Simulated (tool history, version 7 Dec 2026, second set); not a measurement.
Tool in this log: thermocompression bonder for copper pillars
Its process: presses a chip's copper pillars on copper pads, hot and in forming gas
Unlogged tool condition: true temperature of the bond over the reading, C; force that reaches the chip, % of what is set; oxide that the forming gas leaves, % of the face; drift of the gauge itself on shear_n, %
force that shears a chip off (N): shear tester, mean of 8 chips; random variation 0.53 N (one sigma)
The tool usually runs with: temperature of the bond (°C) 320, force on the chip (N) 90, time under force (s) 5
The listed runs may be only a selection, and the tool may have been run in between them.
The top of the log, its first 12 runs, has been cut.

run,hour,temperature of the bond (°C),force on the chip (N),time under force (s),hours of work since the heater was calibrated,hours of work since the force cell was calibrated,hours of work since the gas filter was changed,force that shears a chip off (N)
13,586.7,320,96,5,648,663,37,77.9
14,644.2,320,96,5,684,698,73,77.5
15,690.2,320,101,5,712,727,101,78.9
16,756.4,320,101,5,753,768,143,77.9
17,798.1,320,101,5,779,794,168,77.4
18,843.1,320,101,5,807,822,196,75.4
19,901.8,320,101,5,844,858,233,75.5
# hour 909: heater calibrated with a thermocouple chip
20,962.3,303,101,5,33,895,269,63.2
# hour 976.9: forming gas filter changed
21,1015.6,303,101,4,66,927,24,65.5

What will run 22 give?
22,1075.4,299,101,6,103,965,61,?

force that shears a chip off (N): 70
Without the tool's hidden state the same run would have given force that shears a chip off (N) 72.1.
